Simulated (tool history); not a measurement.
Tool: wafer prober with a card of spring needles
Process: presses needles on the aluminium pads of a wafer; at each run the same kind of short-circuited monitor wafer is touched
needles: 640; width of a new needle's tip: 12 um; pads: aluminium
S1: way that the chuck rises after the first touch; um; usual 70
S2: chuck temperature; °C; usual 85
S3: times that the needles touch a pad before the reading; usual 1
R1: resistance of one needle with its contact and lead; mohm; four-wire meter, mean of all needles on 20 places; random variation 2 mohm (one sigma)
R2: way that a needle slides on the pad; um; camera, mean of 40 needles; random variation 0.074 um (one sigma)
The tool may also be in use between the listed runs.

{"run": 1, "hour": 0.0, "S1": 70, "S2": 85, "S3": 1, "R1": 218, "R2": 16.82}
{"hour": 2.8, "done": "tips cleaned on abrasive film"}
{"hour": 7.5, "done": "tips cleaned on abrasive film"}
{"hour": 11.2, "done": "tips cleaned on abrasive film"}
{"hour": 15.0, "done": "tips cleaned on abrasive film"}
{"hour": 19.6, "done": "tips cleaned on abrasive film"}
{"hour": 23.4, "done": "tips cleaned on abrasive film"}
{"hour": 28.0, "done": "tips cleaned on abrasive film"}
{"hour": 31.7, "done": "tips cleaned on abrasive film"}
{"hour": 35.5, "done": "tips cleaned on abrasive film"}
{"hour": 40.1, "done": "tips cleaned on abrasive film"}
{"hour": 44.8, "done": "tips cleaned on abrasive film"}
{"hour": 49.4, "done": "tips cleaned on abrasive film"}
{"hour": 53.2, "done": "tips cleaned on abrasive film"}
{"hour": 57.5, "done": "tips cleaned on abrasive film"}
{"run": 2, "hour": 57.5, "S1": 70, "S2": 85, "S3": 1, "R1": 218, "R2": 16.93}
{"hour": 61.2, "done": "tips cleaned on abrasive film"}
{"hour": 65.9, "done": "tips cleaned on abrasive film"}
{"hour": 69.6, "done": "tips cleaned on abrasive film"}
{"hour": 74.3, "done": "tips cleaned on abrasive film"}
{"hour": 78.0, "done": "tips cleaned on abrasive film"}
{"hour": 82.7, "done": "tips cleaned on abrasive film"}
{"hour": 86.4, "done": "tips cleaned on abrasive film"}
{"hour": 91.1, "done": "tips cleaned on abrasive film"}
{"hour": 95.7, "done": "tips cleaned on abrasive film"}
{"hour": 99.5, "done": "tips cleaned on abrasive film"}
{"hour": 104.1, "done": "tips cleaned on abrasive film"}
{"hour": 107.9, "done": "tips cleaned on abrasive film"}
{"hour": 112.5, "done": "tips cleaned on abrasive film"}
{"run": 3, "hour": 115.8, "S1": 70, "S2": 85, "S3": 1, "R1": 216, "R2": 16.78}
{"hour": 116.8, "done": "tips cleaned on abrasive film"}
{"hour": 121.5, "done": "tips cleaned on abrasive film"}
{"hour": 126.1, "done": "tips cleaned on abrasive film"}
{"hour": 129.9, "done": "tips cleaned on abrasive film"}
{"hour": 134.5, "done": "tips cleaned on abrasive film"}
{"hour": 138.3, "done": "tips cleaned on abrasive film"}
{"hour": 142.9, "done": "tips cleaned on abrasive film"}
{"hour": 147.6, "done": "tips cleaned on abrasive film"}
{"hour": 152.2, "done": "tips cleaned on abrasive film"}
{"hour": 156.9, "done": "tips cleaned on abrasive film"}
{"run": 4, "hour": 160.0, "S1": 70, "S2": 85, "S3": 1, "R1": 215, "R2": 16.98}
{"hour": 161.0, "done": "tips cleaned on abrasive film"}
{"hour": 164.8, "done": "tips cleaned on abrasive film"}
{"hour": 169.4, "done": "tips cleaned on abrasive film"}
{"hour": 174.1, "done": "tips cleaned on abrasive film"}
{"hour": 178.7, "done": "tips cleaned on abrasive film"}
{"hour": 183.4, "done": "tips cleaned on abrasive film"}
{"hour": 187.1, "done": "tips cleaned on abrasive film"}
{"hour": 191.8, "done": "tips cleaned on abrasive film"}
{"hour": 196.4, "done": "tips cleaned on abrasive film"}
{"hour": 200.2, "done": "tips cleaned on abrasive film"}
{"run": 5, "hour": 203.5, "S1": 70, "S2": 85, "S3": 1, "R1": 216, "R2": 16.76}
{"hour": 204.5, "done": "tips cleaned on abrasive film"}
{"hour": 209.2, "done": "tips cleaned on abrasive film"}
{"hour": 212.9, "done": "tips cleaned on abrasive film"}
{"hour": 217.5, "done": "tips cleaned on abrasive film"}
{"hour": 221.3, "done": "tips cleaned on abrasive film"}
{"hour": 225.0, "done": "tips cleaned on abrasive film"}
{"hour": 228.8, "done": "tips cleaned on abrasive film"}
{"hour": 233.4, "done": "tips cleaned on abrasive film"}
{"hour": 237.2, "done": "tips cleaned on abrasive film"}
{"hour": 241.8, "done": "tips cleaned on abrasive film"}
{"hour": 246.3, "done": "tips cleaned on abrasive film"}
{"run": 6, "hour": 246.3, "S1": 70, "S2": 59, "S3": 1, "R1": 213, "R2": 16.79}
{"hour": 250.1, "done": "tips cleaned on abrasive film"}
{"hour": 262.1, "done": "card fitted with new needles"}
{"hour": 266.7, "done": "tips cleaned on abrasive film"}
{"hour": 271.4, "done": "tips cleaned on abrasive film"}
{"hour": 276.0, "done": "tips cleaned on abrasive film"}
{"hour": 280.7, "done": "tips cleaned on abrasive film"}
{"hour": 285.3, "done": "tips cleaned on abrasive film"}
{"hour": 289.1, "done": "tips cleaned on abrasive film"}
{"run": 7, "hour": 291.2, "S1": 70, "S2": 59, "S3": 1, "R1": 213, "R2": 16.96}
{"hour": 293.1, "done": "tips cleaned on abrasive film"}
{"hour": 297.7, "done": "tips cleaned on abrasive film"}
{"hour": 302.4, "done": "tips cleaned on abrasive film"}
{"hour": 306.1, "done": "tips cleaned on abrasive film"}
{"hour": 310.8, "done": "tips cleaned on abrasive film"}
{"hour": 315.4, "done": "tips cleaned on abrasive film"}
{"hour": 319.2, "done": "tips cleaned on abrasive film"}
{"hour": 323.8, "done": "tips cleaned on abrasive film"}
{"run": 8, "hour": 326.9, "S1": 70, "S2": 59, "S3": 1, "R1": 214, "R2": 16.84}
{"hour": 328.0, "done": "tips cleaned on abrasive film"}
{"hour": 332.6, "done": "tips cleaned on abrasive film"}
{"hour": 337.3, "done": "tips cleaned on abrasive film"}
{"hour": 341.0, "done": "tips cleaned on abrasive film"}
{"hour": 344.7, "done": "tips cleaned on abrasive film"}
{"hour": 348.5, "done": "tips cleaned on abrasive film"}
{"hour": 353.1, "done": "tips cleaned on abrasive film"}
{"hour": 357.6, "done": "tips cleaned on abrasive film"}
{"run": 9, "hour": 357.6, "S1": 70, "S2": 59, "S3": 1, "R1": 215, "R2": 16.93}
{"hour": 361.3, "done": "tips cleaned on abrasive film"}
{"hour": 366.0, "done": "tips cleaned on abrasive film"}
{"hour": 370.6, "done": "tips cleaned on abrasive film"}
{"hour": 375.3, "done": "tips cleaned on abrasive film"}
{"hour": 379.0, "done": "tips cleaned on abrasive film"}
{"hour": 383.7, "done": "tips cleaned on abrasive film"}
{"hour": 388.3, "done": "tips cleaned on abrasive film"}
{"hour": 393.0, "done": "tips cleaned on abrasive film"}
{"run": 10, "hour": 395.0, "S1": 84, "S2": 43, "S3": 1, "R1": 210, "R2": 20.21}
{"hour": 397.0, "done": "tips cleaned on abrasive film"}
{"hour": 401.6, "done": "tips cleaned on abrasive film"}
{"hour": 406.3, "done": "tips cleaned on abrasive film"}
{"hour": 410.9, "done": "tips cleaned on abrasive film"}
{"hour": 414.6, "done": "tips cleaned on abrasive film"}
{"hour": 418.4, "done": "tips cleaned on abrasive film"}
{"hour": 423.0, "done": "tips cleaned on abrasive film"}
{"hour": 426.8, "done": "tips cleaned on abrasive film"}
{"hour": 430.5, "done": "tips cleaned on abrasive film"}
{"hour": 434.3, "done": "tips cleaned on abrasive film"}
{"run": 11, "hour": 437.2, "S1": 55, "S2": 31, "S3": 2, "R1": 209, "R2": 13.22}
{"hour": 438.2, "done": "tips cleaned on abrasive film"}
{"hour": 441.9, "done": "tips cleaned on abrasive film"}
{"hour": 445.7, "done": "tips cleaned on abrasive film"}
{"hour": 450.3, "done": "tips cleaned on abrasive film"}
{"hour": 454.0, "done": "tips cleaned on abrasive film"}
{"hour": 458.7, "done": "tips cleaned on abrasive film"}
{"hour": 463.3, "done": "tips cleaned on abrasive film"}
{"hour": 467.1, "done": "tips cleaned on abrasive film"}
{"hour": 471.7, "done": "tips cleaned on abrasive film"}
{"hour": 475.5, "done": "tips cleaned on abrasive film"}
{"hour": 479.2, "done": "tips cleaned on abrasive film"}
{"run": 12, "hour": 479.9, "S1": 79, "S2": 40, "S3": 1, "R1": 210, "R2": 19}
{"hour": 483.6, "done": "tips cleaned on abrasive film"}
{"hour": 488.3, "done": "tips cleaned on abrasive film"}
{"hour": 492.9, "done": "tips cleaned on abrasive film"}
{"hour": 496.7, "done": "tips cleaned on abrasive film"}
{"hour": 501.3, "done": "tips cleaned on abrasive film"}
{"hour": 506.0, "done": "tips cleaned on abrasive film"}
{"hour": 509.7, "done": "tips cleaned on abrasive film"}
{"hour": 514.3, "done": "tips cleaned on abrasive film"}
{"hour": 518.1, "done": "tips cleaned on abrasive film"}
{"hour": 521.8, "done": "tips cleaned on abrasive film"}
{"hour": 526.5, "done": "tips cleaned on abrasive film"}
{"run": 13, "hour": 527.4, "S1": 50, "S2": 48, "S3": 2, "R1": 209, "R2": 12.07}
{"hour": 530.3, "done": "tips cleaned on abrasive film"}
{"hour": 534.0, "done": "tips cleaned on abrasive film"}
{"hour": 537.8, "done": "tips cleaned on abrasive film"}
{"hour": 542.4, "done": "tips cleaned on abrasive film"}
{"hour": 546.2, "done": "tips cleaned on abrasive film"}
{"hour": 550.8, "done": "tips cleaned on abrasive film"}
{"hour": 554.6, "done": "tips cleaned on abrasive film"}
{"hour": 559.2, "done": "tips cleaned on abrasive film"}
{"run": 14, "hour": 561.7, "S1": 50, "S2": 48, "S3": 2, "R1": 212, "R2": 12.14}
{"hour": 563.6, "done": "tips cleaned on abrasive film"}
{"hour": 567.3, "done": "tips cleaned on abrasive film"}
{"hour": 571.1, "done": "tips cleaned on abrasive film"}
{"hour": 575.7, "done": "tips cleaned on abrasive film"}
{"hour": 579.4, "done": "tips cleaned on abrasive film"}
{"hour": 583.2, "done": "tips cleaned on abrasive film"}
{"hour": 587.8, "done": "tips cleaned on abrasive film"}
{"hour": 592.5, "done": "tips cleaned on abrasive film"}
{"hour": 597.1, "done": "tips cleaned on abrasive film"}
{"hour": 601.8, "done": "tips cleaned on abrasive film"}
{"hour": 606.4, "done": "tips cleaned on abrasive film"}
{"hour": 610.2, "done": "tips cleaned on abrasive film"}
{"run": 15, "hour": 610.2, "S1": 50, "S2": 48, "S3": 2, "R1": 213, "R2": 12.06}
{"hour": 614.9, "done": "tips cleaned on abrasive film"}
{"hour": 619.5, "done": "tips cleaned on abrasive film"}
{"hour": 624.2, "done": "tips cleaned on abrasive film"}
{"hour": 628.8, "done": "tips cleaned on abrasive film"}
{"hour": 632.6, "done": "tips cleaned on abrasive film"}
{"hour": 637.2, "done": "tips cleaned on abrasive film"}
{"hour": 641.0, "done": "tips cleaned on abrasive film"}
{"run": 16, "hour": 643.6, "S1": 83, "S2": 95, "S3": 2, "R1": 218, "R2": 20.1}
{"hour": 645.5, "done": "tips cleaned on abrasive film"}
{"hour": 649.3, "done": "tips cleaned on abrasive film"}
{"hour": 653.9, "done": "tips cleaned on abrasive film"}
{"hour": 658.6, "done": "tips cleaned on abrasive film"}
{"hour": 662.3, "done": "tips cleaned on abrasive film"}
{"hour": 666.9, "done": "tips cleaned on abrasive film"}
{"hour": 670.7, "done": "tips cleaned on abrasive film"}
{"hour": 674.4, "done": "tips cleaned on abrasive film"}
{"hour": 674.7, "done": "height of the first contact set anew"}
{"hour": 679.4, "done": "tips cleaned on abrasive film"}
{"hour": 683.1, "done": "tips cleaned on abrasive film"}
{"hour": 687.8, "done": "tips cleaned on abrasive film"}
{"run": 17, "hour": 688.0, "S1": 70, "S2": 26, "S3": 2, "R1": 203, "R2": 16.9}
{"hour": 691.7, "done": "tips cleaned on abrasive film"}
{"hour": 696.4, "done": "tips cleaned on abrasive film"}
{"hour": 700.1, "done": "tips cleaned on abrasive film"}
{"hour": 704.8, "done": "tips cleaned on abrasive film"}
{"hour": 709.4, "done": "tips cleaned on abrasive film"}
{"run": 18, "hour": 713.0, "S1": 77, "S2": 29, "S3": 3, "R1": 206, "R2": 18.72}

Forecast each of these 3 alternatives for the next run:
{"hour": 714.0, "done": "tips cleaned on abrasive film"}
{"hour": 717.8, "done": "tips cleaned on abrasive film"}
{"hour": 722.4, "done": "tips cleaned on abrasive film"}
{"hour": 726.2, "done": "tips cleaned on abrasive film"}
{"hour": 730.8, "done": "tips cleaned on abrasive film"}
{"hour": 734.6, "done": "tips cleaned on abrasive film"}
{"hour": 739.2, "done": "tips cleaned on abrasive film"}
{"hour": 742.9, "done": "tips cleaned on abrasive film"}
{"hour": 747.6, "done": "tips cleaned on abrasive film"}
{"run": "A", "hour": 749.6, "S1": 70, "S2": 34, "S3": 1, "R1": "?", "R2": "?"}
{"hour": 714.0, "done": "tips cleaned on abrasive film"}
{"hour": 717.8, "done": "tips cleaned on abrasive film"}
{"hour": 722.4, "done": "tips cleaned on abrasive film"}
{"hour": 726.2, "done": "tips cleaned on abrasive film"}
{"hour": 730.8, "done": "tips cleaned on abrasive film"}
{"hour": 734.6, "done": "tips cleaned on abrasive film"}
{"hour": 739.2, "done": "tips cleaned on abrasive film"}
{"hour": 742.9, "done": "tips cleaned on abrasive film"}
{"hour": 747.6, "done": "tips cleaned on abrasive film"}
{"run": "B", "hour": 749.6, "S1": 75, "S2": 29, "S3": 3, "R1": "?", "R2": "?"}
{"hour": 714.0, "done": "tips cleaned on abrasive film"}
{"hour": 717.8, "done": "tips cleaned on abrasive film"}
{"hour": 722.4, "done": "tips cleaned on abrasive film"}
{"hour": 726.2, "done": "tips cleaned on abrasive film"}
{"hour": 730.8, "done": "tips cleaned on abrasive film"}
{"hour": 734.6, "done": "tips cleaned on abrasive film"}
{"hour": 739.2, "done": "tips cleaned on abrasive film"}
{"hour": 742.9, "done": "tips cleaned on abrasive film"}
{"hour": 747.6, "done": "tips cleaned on abrasive film"}
{"run": "C", "hour": 749.6, "S1": 89, "S2": 55, "S3": 1, "R1": "?", "R2": "?"}

run=A R1=207 R2=16.97
run=B R1=202 R2=18.06
run=C R1=215 R2=21.5
Without the tool's hidden state the same runs would have given:
run=A R1=207 R2=16.98
run=B R1=202 R2=18.06
run=C R1=215 R2=21.51
